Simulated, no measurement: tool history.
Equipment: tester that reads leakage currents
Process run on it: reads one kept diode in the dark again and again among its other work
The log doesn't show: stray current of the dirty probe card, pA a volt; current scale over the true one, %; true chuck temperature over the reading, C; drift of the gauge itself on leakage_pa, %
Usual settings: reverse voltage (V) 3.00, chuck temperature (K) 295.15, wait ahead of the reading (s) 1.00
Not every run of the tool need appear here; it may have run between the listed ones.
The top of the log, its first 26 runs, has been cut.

run     day  reverse voltage (V)  chuck temperature (K)  wait ahead of the reading (s)  hours of work since the probe card was cleaned  hours of work since the tester was calibrated  hours of work since the chuck was calibrated  current that the tester gives (pA)
 27  57.108                 4.46                 321.15                           2.15                                            2465                                           2699                                           744                              785.59
 28  59.783                 4.46                 321.15                           2.15                                            2515                                           2750                                           795                              786.35
 29  61.821                 1.34                 315.15                           9.08                                            2554                                           2788                                           833                              307.55
 30  63.275                12.11                 295.15                           0.41                                            2581                                           2815                                           860                              137.52
 31  65.412                 8.45                 295.15                           4.73                                            2621                                           2856                                           900                              114.52
 32  67.325                 8.45                 295.15                           4.73                                            2657                                           2891                                           936                              115.39
 33  68.871                 3.00                 295.15                           0.57                                            2686                                           2921                                           965                               77.44
 34  70.933                 9.14                 321.15                           4.65                                            2725                                           2959                                          1004                             1033.28
 35  73.875                 2.82                 303.15                           2.17                                            2780                                           3015                                          1059                              151.64

Alternative continuations, all from the tool just after run 35; predict every row:
  A  75.679                 6.72                 310.15                           2.84                                            2814                                           3049                                          1093                                   ?
  B  75.679                 3.00                 327.15                           1.00                                            2814                                           3049                                          1093                                   ?
  C  75.679                 2.82                 315.15                           2.17                                            2814                                           3049                                          1093                                   ?
  D  75.679                10.05                 306.15                           1.00                                            2814                                           3049                                          1093                                   ?
  E  75.679                 3.00                 294.15                           1.00                                            2814                                           3049                                          1093                                   ?

run  current that the tester gives (pA)
  A                              383.75
  B                             1059.26
  C                              412.04
  D                              321.41
  E                               70.52
Had the tool no hidden state, the same runs would have come out as:
run  current that the tester gives (pA)
  A                              383.30
  B                             1058.22
  C                              411.60
  D                              321.01
  E                               70.42
